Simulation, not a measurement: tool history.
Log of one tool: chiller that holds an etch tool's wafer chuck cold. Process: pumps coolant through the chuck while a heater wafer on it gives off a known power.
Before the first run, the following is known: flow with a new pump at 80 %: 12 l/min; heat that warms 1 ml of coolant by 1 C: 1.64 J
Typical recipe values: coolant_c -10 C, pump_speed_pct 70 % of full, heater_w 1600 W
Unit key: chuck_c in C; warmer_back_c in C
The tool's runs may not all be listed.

{"run": 1, "hour": 0.0, "coolant_c": -10, "pump_speed_pct": 70, "heater_w": 1600, "chuck_c": 9.3, "warmer_back_c": 6.03}
{"run": 2, "hour": 82.8, "coolant_c": -10, "pump_speed_pct": 95, "heater_w": 1600, "chuck_c": 5.4, "warmer_back_c": 4.33}
{"run": 3, "hour": 146.2, "coolant_c": -10, "pump_speed_pct": 95, "heater_w": 1600, "chuck_c": 5.3, "warmer_back_c": 4.25}
{"run": 4, "hour": 249.5, "coolant_c": -10, "pump_speed_pct": 91, "heater_w": 1600, "chuck_c": 6.0, "warmer_back_c": 4.52}
{"hour": 324.0, "done": "coolant changed, channels flushed"}
{"run": 5, "hour": 359.7, "coolant_c": -10, "pump_speed_pct": 91, "heater_w": 1600, "chuck_c": 4.0, "warmer_back_c": 4.51}
{"run": 6, "hour": 437.0, "coolant_c": -10, "pump_speed_pct": 70, "heater_w": 1600, "chuck_c": 6.9, "warmer_back_c": 6.03}
{"run": 7, "hour": 491.6, "coolant_c": -10, "pump_speed_pct": 70, "heater_w": 2092, "chuck_c": 12.4, "warmer_back_c": 8.0}
{"run": 8, "hour": 547.7, "coolant_c": -5, "pump_speed_pct": 70, "heater_w": 1600, "chuck_c": 12.0, "warmer_back_c": 6.05}
{"run": 9, "hour": 609.0, "coolant_c": -5, "pump_speed_pct": 70, "heater_w": 1600, "chuck_c": 12.2, "warmer_back_c": 6.01}
{"run": 10, "hour": 687.9, "coolant_c": -5, "pump_speed_pct": 70, "heater_w": 1600, "chuck_c": 12.2, "warmer_back_c": 6.11}
{"run": 11, "hour": 758.5, "coolant_c": -5, "pump_speed_pct": 70, "heater_w": 1600, "chuck_c": 12.1, "warmer_back_c": 6.14}
{"run": 12, "hour": 877.4, "coolant_c": -10, "pump_speed_pct": 70, "heater_w": 936, "chuck_c": 0.1, "warmer_back_c": 3.58}
{"run": 13, "hour": 944.8, "coolant_c": -10, "pump_speed_pct": 70, "heater_w": 936, "chuck_c": 0.3, "warmer_back_c": 3.62}
{"run": 14, "hour": 1059.7, "coolant_c": -10, "pump_speed_pct": 70, "heater_w": 936, "chuck_c": 0.2, "warmer_back_c": 3.58}
{"run": 15, "hour": 1114.2, "coolant_c": -5, "pump_speed_pct": 70, "heater_w": 1600, "chuck_c": 12.5, "warmer_back_c": 6.12}
{"run": 16, "hour": 1217.2, "coolant_c": -5, "pump_speed_pct": 70, "heater_w": 1828, "chuck_c": 15.1, "warmer_back_c": 7.02}
{"run": 17, "hour": 1328.3, "coolant_c": -5, "pump_speed_pct": 94, "heater_w": 1828, "chuck_c": 11.0, "warmer_back_c": 5.04}
{"run": 18, "hour": 1430.9, "coolant_c": 0, "pump_speed_pct": 81, "heater_w": 1600, "chuck_c": 15.7, "warmer_back_c": 5.27}
{"run": 19, "hour": 1502.2, "coolant_c": -8, "pump_speed_pct": 87, "heater_w": 1600, "chuck_c": 7.0, "warmer_back_c": 4.85}
{"run": 20, "hour": 1583.6, "coolant_c": -2, "pump_speed_pct": 77, "heater_w": 1068, "chuck_c": 9.2, "warmer_back_c": 3.73}
{"run": 21, "hour": 1690.8, "coolant_c": -2, "pump_speed_pct": 77, "heater_w": 1068, "chuck_c": 9.2, "warmer_back_c": 3.74}
{"run": 22, "hour": 1790.8, "coolant_c": -2, "pump_speed_pct": 89, "heater_w": 1037, "chuck_c": 7.7, "warmer_back_c": 3.08}
{"run": 23, "hour": 1877.7, "coolant_c": -2, "pump_speed_pct": 89, "heater_w": 1037, "chuck_c": 7.7, "warmer_back_c": 3.03}
{"run": 24, "hour": 1971.1, "coolant_c": -1, "pump_speed_pct": 90, "heater_w": 1895, "chuck_c": 16.4, "warmer_back_c": 5.54}
{"run": 25, "hour": 2092.1, "coolant_c": -15, "pump_speed_pct": 99, "heater_w": 1140, "chuck_c": -5.1, "warmer_back_c": 3.0}
{"run": 26, "hour": 2159.1, "coolant_c": -18, "pump_speed_pct": 70, "heater_w": 1283, "chuck_c": -3.5, "warmer_back_c": 5.01}
{"run": 27, "hour": 2233.1, "coolant_c": -18, "pump_speed_pct": 70, "heater_w": 1283, "chuck_c": -3.4, "warmer_back_c": 4.97}
{"run": 28, "hour": 2346.0, "coolant_c": -18, "pump_speed_pct": 70, "heater_w": 1283, "chuck_c": -3.4, "warmer_back_c": 5.02}
{"run": 29, "hour": 2423.8, "coolant_c": -18, "pump_speed_pct": 91, "heater_w": 1566, "chuck_c": -3.3, "warmer_back_c": 4.59}
{"run": 30, "hour": 2521.7, "coolant_c": -5, "pump_speed_pct": 63, "heater_w": 809, "chuck_c": 5.3, "warmer_back_c": 3.56}
{"run": 31, "hour": 2577.9, "coolant_c": -5, "pump_speed_pct": 63, "heater_w": 809, "chuck_c": 5.3, "warmer_back_c": 3.66}
{"run": 32, "hour": 2667.9, "coolant_c": -8, "pump_speed_pct": 70, "heater_w": 1805, "chuck_c": 12.7, "warmer_back_c": 7.09}
{"run": 33, "hour": 2730.1, "coolant_c": -6, "pump_speed_pct": 61, "heater_w": 1805, "chuck_c": 17.0, "warmer_back_c": 8.33}

Each row is a separate what-if for the run after 33, all from the same tool condition, not one after another. Results?
{"hour": 2756.6, "done": "chiller's thermometer calibrated"}
{"run": "A", "hour": 2801.6, "coolant_c": -11, "pump_speed_pct": 70, "heater_w": 1600, "chuck_c": "?", "warmer_back_c": "?"}
{"hour": 2756.6, "done": "chiller's thermometer calibrated"}
{"run": "B", "hour": 2801.6, "coolant_c": -10, "pump_speed_pct": 70, "heater_w": 843, "chuck_c": "?", "warmer_back_c": "?"}
{"hour": 2756.6, "done": "chiller's thermometer calibrated"}
{"run": "C", "hour": 2801.6, "coolant_c": -6, "pump_speed_pct": 75, "heater_w": 1805, "chuck_c": "?", "warmer_back_c": "?"}

run=A chuck_c=7.2 warmer_back_c=6.34
run=B chuck_c=-0.4 warmer_back_c=3.35
run=C chuck_c=13.4 warmer_back_c=6.62
Stripped of hidden state, with their random variation kept, the same runs would have yielded:
run=A chuck_c=5.0 warmer_back_c=5.70
run=B chuck_c=-1.5 warmer_back_c=3.02
run=C chuck_c=11.0 warmer_back_c=5.95

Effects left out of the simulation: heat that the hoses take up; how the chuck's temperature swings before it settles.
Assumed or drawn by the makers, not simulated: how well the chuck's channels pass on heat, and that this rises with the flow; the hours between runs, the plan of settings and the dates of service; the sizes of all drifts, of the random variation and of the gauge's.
